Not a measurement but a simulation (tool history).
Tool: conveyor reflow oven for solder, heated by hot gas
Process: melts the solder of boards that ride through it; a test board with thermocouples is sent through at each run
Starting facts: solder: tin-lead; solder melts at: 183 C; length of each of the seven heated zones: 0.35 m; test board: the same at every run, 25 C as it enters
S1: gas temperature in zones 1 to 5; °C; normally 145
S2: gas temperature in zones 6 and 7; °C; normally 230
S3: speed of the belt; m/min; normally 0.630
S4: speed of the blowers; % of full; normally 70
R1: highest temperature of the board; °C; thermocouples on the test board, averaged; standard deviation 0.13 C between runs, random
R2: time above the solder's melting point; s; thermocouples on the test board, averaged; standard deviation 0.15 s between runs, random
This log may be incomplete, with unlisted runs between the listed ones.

run,day,S1,S2,S3,S4,R1,R2
1,0.000,145,230,0.630,70,217.4,52.6
2,2.192,145,230,0.630,80,219.2,54.2
3,3.671,145,230,0.630,70,217.6,52.9
4,5.179,145,230,0.630,70,217.4,52.6
5,7.075,145,225,0.630,70,213.1,49.8
6,8.858,145,225,0.630,70,213.1,49.9
7,11.625,145,225,0.630,52,208.6,45.3
8,14.233,145,230,0.630,70,217.7,53.0
9,16.112,145,230,0.630,70,217.3,52.6
10,18.129,145,230,0.547,70,220.7,63.9
11,20.433,131,230,0.630,70,215.2,47.1
12,23.346,131,230,0.630,70,215.3,47.3
13,25.871,131,230,0.630,70,215.4,47.2
14,28.742,131,230,0.630,70,215.3,47.3
15,32.442,131,230,0.630,70,215.2,47.2
16,35.150,131,230,0.630,70,215.3,46.8
17,37.300,154,244,0.630,84,233.7,64.1
18,40.483,160,245,0.588,53,230.9,69.8
19,43.146,160,245,0.588,53,231.0,70.0
20,45.675,145,243,0.630,72,229.6,59.0
21,47.588,145,243,0.630,72,229.5,58.9
22,50.162,145,243,0.679,72,227.0,53.5
23,52.833,145,237,0.554,70,227.2,66.3
24,54.700,133,240,0.630,81,227.0,54.7
25,56.679,133,240,0.630,81,226.8,54.7
26,58.608,145,230,0.670,70,215.5,48.3
27,62.042,145,230,0.578,70,219.6,59.5
28,64.654,139,243,0.616,53,223.8,55.6
29,66.288,139,220,0.616,53,204.1,39.8

Taken out of this log: 6 entries between the listed runs. Where each belongs, and how the hidden state differs across it:
Run 1 -> run 2: flux residue cleaned out of gas plates and filters (day 1.338)
  heat that the gas passes to the board, % of a clean oven's: 99.7 -> 100
Run 10 -> run 11: thermocouples of zones 6 and 7 changed (day 20.425)
  true gas temperature in zones 6 and 7 over the reading, C: 0.02 -> 0.01
Run 11 -> run 12: flux residue cleaned out of gas plates and filters (day 21.083)
  heat that the gas passes to the board, % of a clean oven's: 99.7 -> 99.9
Run 14 -> run 15: belt drive overhauled, speed set with a stopwatch (day 31.604)
  heat that the gas passes to the board, % of a clean oven's: 99.9 -> 99.8; belt's true speed, % of the reading: 99.85 -> 100
Run 18 -> run 19: flux residue cleaned out of gas plates and filters (day 40.908)
  heat that the gas passes to the board, % of a clean oven's: 99.7 -> 100
Run 26 -> run 27: flux residue cleaned out of gas plates and filters (day 60.546)
  heat that the gas passes to the board, % of a clean oven's: 99.7 -> 100; belt's true speed, % of the reading: 99.96 -> 99.95
